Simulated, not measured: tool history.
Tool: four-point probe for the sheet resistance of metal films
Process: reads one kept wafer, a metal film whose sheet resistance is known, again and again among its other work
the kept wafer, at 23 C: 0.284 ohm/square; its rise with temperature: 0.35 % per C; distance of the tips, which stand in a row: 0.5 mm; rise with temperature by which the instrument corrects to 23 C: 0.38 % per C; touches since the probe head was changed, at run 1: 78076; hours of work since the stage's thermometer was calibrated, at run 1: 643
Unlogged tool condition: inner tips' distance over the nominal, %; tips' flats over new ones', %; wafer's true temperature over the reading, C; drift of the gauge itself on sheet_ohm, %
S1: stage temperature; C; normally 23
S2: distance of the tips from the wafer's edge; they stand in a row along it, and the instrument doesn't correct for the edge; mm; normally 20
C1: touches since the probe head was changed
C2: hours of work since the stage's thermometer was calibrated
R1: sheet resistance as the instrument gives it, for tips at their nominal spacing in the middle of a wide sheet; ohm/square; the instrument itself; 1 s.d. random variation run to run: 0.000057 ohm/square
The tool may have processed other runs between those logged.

run	hour	S1	S2	C1	C2	R1
1	0.0	23	20	78076	643	0.282047
2	62.2	23	39	80029	670	0.281873
3	151.3	23	20	82830	708	0.282023
4	246.4	25	20	85819	749	0.281671
5	317.0	34	20	88038	780	0.280673
# hour 352.3: new probe head fitted
6	431.3	34	20	2481	829	0.282265
7	487.5	34	20	4248	853	0.282233
8	584.2	34	20	7289	895	0.282169
9	643.1	34	20	9139	920	0.282109
10	695.1	28	20	10774	943	0.282582
11	760.7	28	20	12835	971	0.282618
12	860.3	28	20	15964	1014	0.282466
13	921.7	23	20	17893	1040	0.282828
14	984.5	23	20	19869	1067	0.282857
15	1087.1	23	20	23093	1112	0.282682
16	1141.2	23	20	24792	1135	0.282616
17	1246.8	23	20	28113	1181	0.282623
# hour 1253.5: stage's thermometer calibrated
18	1356.4	23	3	31542	44	0.286857
19	1421.6	23	3	33590	73	0.286792
20	1498.6	31	20	36009	106	0.281931
21	1610.0	31	20	39510	154	0.281840
# hour 1640.2: stage's thermometer calibrated, once more
22	1687.2	31	20	41922	20	0.280992
23	1759.8	31	20	44202	52	0.280927
24	1869.7	31	20	47657	99	0.280906
25	1944.4	35	20	50005	131	0.280418
26	2032.5	35	20	52774	169	0.280392
27	2093.5	35	20	54691	196	0.280413
28	2186.4	35	20	57609	236	0.280281
29	2275.3	23	75	60404	274	0.281185
30	2328.7	23	75	62084	297	0.281175
31	2403.6	29	23	64436	329	0.280665
32	2476.6	19	51	66730	361	0.281528
33	2550.2	27	4	69044	393	0.282930
34	2666.8	18	5	72708	443	0.282864
35	2755.2	29	14	75488	481	0.280454
36	2810.7	28	19	77230	505	0.280458
37	2877.7	28	19	79337	534	0.280258
38	2932.2	28	19	81050	558	0.280345
39	2995.0	23	5	83023	585	0.282077
40	3070.7	31	4	85402	617	0.282236
41	3139.7	29	4	87571	647	0.282286
# hour 3192.8: new probe head fitted
42	3239.7	19	34	1473	690	0.284121
43	3291.5	19	34	3102	712	0.284109
44	3364.1	34	14	5381	743	0.282889
45	3433.4	32	40	7561	773	0.282829

Predict each of these 3 candidate next runs independently; none follows another, all start after run 45:
A	3539.5	21	3	10895	819	?
B	3539.5	22	4	10895	819	?
C	3539.5	26	20	10895	819	?

run	R1
A	0.287888
B	0.286042
C	0.283411
Had the tool no hidden state, the same runs would have come out as:
run	R1
A	0.288299
B	0.286453
C	0.283822
